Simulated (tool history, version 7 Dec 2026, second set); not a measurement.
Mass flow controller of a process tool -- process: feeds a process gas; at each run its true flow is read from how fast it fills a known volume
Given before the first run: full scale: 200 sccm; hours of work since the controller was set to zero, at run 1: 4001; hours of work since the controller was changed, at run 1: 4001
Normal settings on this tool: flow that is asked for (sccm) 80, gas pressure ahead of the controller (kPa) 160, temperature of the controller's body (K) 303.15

run	hour	flow that is asked for (sccm)	gas pressure ahead of the controller (kPa)	temperature of the controller's body (K)	hours of work since the controller was set to zero	hours of work since the controller was changed	true flow (%)
1	0.0	80	160	303.15	4001	4001	98.60
2	199.9	80	160	303.15	4124	4124	98.66
3	326.5	80	160	303.15	4203	4203	98.53
4	496.4	80	160	310.15	4308	4308	99.42
5	722.2	80	160	310.15	4447	4447	99.49
6	925.9	71	160	303.15	4573	4573	98.83
7	1086.1	71	160	303.15	4672	4672	98.77
8	1251.2	80	160	303.15	4774	4774	98.78
9	1361.9	80	160	303.15	4842	4842	98.66
10	1567.2	80	160	303.15	4969	4969	98.72
11	1696.5	80	160	303.15	5049	5049	98.69
12	1822.9	80	160	303.15	5127	5127	98.75
13	2085.4	80	160	303.15	5289	5289	98.81
14	2234.0	23	160	303.15	5380	5380	102.36
15	2363.6	23	160	303.15	5461	5461	102.38
16	2527.3	44	146	309.15	5562	5562	100.27
17	2754.5	75	144	296.15	5702	5702	98.06
18	2947.7	38	212	297.15	5821	5821	99.98
19	3091.5	38	212	297.15	5910	5910	100.00
20	3204.7	129	212	304.15	5980	5980	99.50
21	3328.1	129	223	312.15	6056	6056	100.41
22	3547.1	33	183	298.15	6191	6191	100.77

Estimate the outcome of run 23 from the log above:
# hour 3619.3: controller's zero set anew
23	3714.6	74	214	298.15	59	6294	?

Run 23 measured true flow (%) 96.54.
Had the tool carried no hidden state, the very same run would have given true flow (%) 97.96.
